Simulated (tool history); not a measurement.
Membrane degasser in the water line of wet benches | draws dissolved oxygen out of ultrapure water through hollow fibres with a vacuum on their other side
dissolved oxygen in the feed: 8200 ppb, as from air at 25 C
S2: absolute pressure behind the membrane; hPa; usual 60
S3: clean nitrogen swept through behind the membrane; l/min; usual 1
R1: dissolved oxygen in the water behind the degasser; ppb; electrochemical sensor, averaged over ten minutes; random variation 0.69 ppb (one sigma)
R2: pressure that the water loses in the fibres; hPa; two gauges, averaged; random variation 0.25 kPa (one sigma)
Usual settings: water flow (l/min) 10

run 1 hour=0 | water_flow_(l/min)=10 S2=60 S3=1 | R1=71.7 R2=660.1
run 2 hour=180.5 | water_flow_(l/min)=10 S2=60 S3=1 | R1=72.3 R2=660.6
run 3 hour=327 | water_flow_(l/min)=10 S2=40.8 S3=1 | R1=25.5 R2=662.4
-- hour=400.1 vacuum gauge calibrated
run 4 hour=521.8 | water_flow_(l/min)=10 S2=40.8 S3=1 | R1=25.9 R2=663.5
run 5 hour=740.7 | water_flow_(l/min)=10 S2=60 S3=0.55 | R1=120 R2=666.2
run 6 hour=994.3 | water_flow_(l/min)=10 S2=60 S3=0.86 | R1=81 R2=661.6
run 7 hour=1258.6 | water_flow_(l/min)=10 S2=60 S3=0.86 | R1=80.2 R2=667.6
run 8 hour=1537.8 | water_flow_(l/min)=10 S2=60 S3=1 | R1=69.7 R2=667.6
run 9 hour=1735.9 | water_flow_(l/min)=10 S2=60 S3=1 | R1=71.3 R2=670.9
-- hour=1887.8 seals of the vacuum lines changed
run 10 hour=2018.7 | water_flow_(l/min)=10 S2=60 S3=1 | R1=70 R2=672.9
run 11 hour=2221.3 | water_flow_(l/min)=10 S2=60 S3=1 | R1=70.1 R2=671.5
run 12 hour=2455.2 | water_flow_(l/min)=12 S2=60 S3=1 | R1=89.5 R2=809.2
run 13 hour=2689.4 | water_flow_(l/min)=10 S2=60 S3=1 | R1=71 R2=673.4
run 14 hour=2845.4 | water_flow_(l/min)=10 S2=60 S3=1 | R1=69.6 R2=675.8
run 15 hour=2977.2 | water_flow_(l/min)=10 S2=60 S3=1 | R1=70.3 R2=674.2
run 16 hour=3167.7 | water_flow_(l/min)=10 S2=60 S3=1 | R1=70.5 R2=680.3
run 17 hour=3285.9 | water_flow_(l/min)=10 S2=60 S3=1 | R1=71.7 R2=676
-- hour=3422.5 gauge calibrated
run 18 hour=3422.5 | water_flow_(l/min)=10 S2=60 S3=1 | R1=71.5 R2=662.5
run 19 hour=3620.1 | water_flow_(l/min)=9 S2=60 S3=0.67 | R1=88.7 R2=590.2
run 20 hour=3860.3 | water_flow_(l/min)=9 S2=60 S3=0.67 | R1=89.5 R2=594.9
run 21 hour=4049 | water_flow_(l/min)=9 S2=57.8 S3=0.51 | R1=105 R2=598.9
run 22 hour=4310.1 | water_flow_(l/min)=10 S2=60 S3=2.15 | R1=36.9 R2=668
run 23 hour=4440.5 | water_flow_(l/min)=10 S2=60 S3=2.15 | R1=37.1 R2=661.8
run 24 hour=4610.2 | water_flow_(l/min)=10 S2=36.2 S3=1 | R1=15.2 R2=668.1
run 25 hour=4875 | water_flow_(l/min)=10 S2=36.2 S3=1 | R1=14.9 R2=671.7
run 26 hour=5088 | water_flow_(l/min)=10 S2=36.2 S3=1 | R1=14.8 R2=667.3
run 27 hour=5327.2 | water_flow_(l/min)=10 S2=36.2 S3=1 | R1=14.5 R2=672.3
run 28 hour=5476.5 | water_flow_(l/min)=10 S2=37.3 S3=0.42 | R1=32.1 R2=672.1
run 29 hour=5741.7 | water_flow_(l/min)=10 S2=37.3 S3=0.42 | R1=31.7 R2=665.1
run 30 hour=5949.4 | water_flow_(l/min)=10 S2=37.3 S3=0.42 | R1=32.7 R2=673.2
run 31 hour=6167.5 | water_flow_(l/min)=10 S2=63.4 S3=0.5 | R1=142.9 R2=675.8
run 32 hour=6393.4 | water_flow_(l/min)=10 S2=63.4 S3=0.5 | R1=142.9 R2=677.4
run 33 hour=6576.5 | water_flow_(l/min)=8 S2=63.4 S3=1.63 | R1=38.4 R2=543.6

3 ways to go on from here, each from the tool as it stands after run 33. What would each give?
run A hour=6713.7 | water_flow_(l/min)=8 S2=58.6 S3=2.39 | R1=? R2=?
run B hour=6713.7 | water_flow_(l/min)=8 S2=59.5 S3=0.54 | R1=? R2=?
run C hour=6713.7 | water_flow_(l/min)=10 S2=98.2 S3=1.93 | R1=? R2=?

run=A R1=23.2 R2=547.3
run=B R1=94.6 R2=543.3
run=C R1=86.4 R2=676.1
Without the tool's hidden state the same runs would have given:
run=A R1=23.2 R2=531.8
run=B R1=94.5 R2=528
run=C R1=86.4 R2=657

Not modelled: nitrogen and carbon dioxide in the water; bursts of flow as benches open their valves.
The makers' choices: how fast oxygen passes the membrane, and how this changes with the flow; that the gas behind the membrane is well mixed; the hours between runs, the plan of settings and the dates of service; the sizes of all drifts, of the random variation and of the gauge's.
